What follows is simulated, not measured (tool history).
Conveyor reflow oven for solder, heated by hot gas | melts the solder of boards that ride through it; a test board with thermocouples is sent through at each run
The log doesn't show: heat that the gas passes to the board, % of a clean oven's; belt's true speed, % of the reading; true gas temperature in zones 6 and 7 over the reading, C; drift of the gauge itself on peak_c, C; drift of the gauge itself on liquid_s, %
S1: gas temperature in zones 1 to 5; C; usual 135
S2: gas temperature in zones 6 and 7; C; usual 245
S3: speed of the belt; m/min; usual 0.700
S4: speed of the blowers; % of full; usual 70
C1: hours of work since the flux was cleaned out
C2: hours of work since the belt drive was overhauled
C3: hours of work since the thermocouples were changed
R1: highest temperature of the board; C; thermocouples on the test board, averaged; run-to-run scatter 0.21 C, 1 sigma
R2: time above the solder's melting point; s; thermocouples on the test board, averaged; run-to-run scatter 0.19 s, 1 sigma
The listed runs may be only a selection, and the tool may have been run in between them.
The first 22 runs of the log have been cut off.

Run 23, day 26.400: usual settings but S2 258 C, S4 68 % of full; C1 83; C2 196; C3 685. Result: R1 228.1 C, R2 56.3 s.
Run 24, day 28.033: usual settings but S2 258 C, S4 68 % of full; C1 108; C2 221; C3 709. Result: R1 227.9 C, R2 56.3 s.
Run 25, day 29.396: usual settings but S4 58 % of full; C1 128; C2 241; C3 730. Result: R1 213.9 C, R2 45.3 s.
Run 26, day 31.025: usual settings but S4 58 % of full; C1 152; C2 265; C3 754. Result: R1 213.2 C, R2 45.5 s.
Run 27, day 31.733: usual settings but S1 129 C, S2 253 C, S3 0.624 m/min, S4 65 % of full; C1 163; C2 276; C3 765. Result: R1 226.7 C, R2 60.4 s.
Run 28, day 33.342: usual settings but S1 129 C, S2 253 C, S3 0.624 m/min, S4 65 % of full; C1 187; C2 300; C3 789. Result: R1 226.5 C, R2 60.3 s.
Run 29, day 34.183: usual settings but S1 129 C, S2 253 C, S3 0.624 m/min, S4 65 % of full; C1 199; C2 312; C3 801. Result: R1 226.6 C, R2 60.3 s.
Run 30, day 35.483: usual settings but S1 129 C, S2 253 C, S3 0.624 m/min, S4 65 % of full; C1 219; C2 332; C3 820. Result: R1 226.3 C, R2 60.4 s.

What if the next run were any one of these 3? Each begins from the tool's condition after run 30:
Run A, day 37.088: usual settings but S1 132 C, S2 246 C; C1 242; C2 356; C3 844. Result: R1 ?, R2 ?.
Run B, day 37.088: usual settings but S1 127 C, S2 253 C, S3 0.828 m/min, S4 81 % of full; C1 242; C2 356; C3 844. Result: R1 ?, R2 ?.
Run C, day 37.088: usual settings but S1 129 C, S2 253 C, S3 0.774 m/min, S4 65 % of full; C1 242; C2 356; C3 844. Result: R1 ?, R2 ?.

run     R1    R2
  A  217.6  48.4
  B  217.5  38.9
  C  215.3  40.8
Without the tool's unlogged condition, the same runs would have read:
run     R1    R2
  A  218.0  48.7
  B  218.5  39.6
  C  216.0  41.3

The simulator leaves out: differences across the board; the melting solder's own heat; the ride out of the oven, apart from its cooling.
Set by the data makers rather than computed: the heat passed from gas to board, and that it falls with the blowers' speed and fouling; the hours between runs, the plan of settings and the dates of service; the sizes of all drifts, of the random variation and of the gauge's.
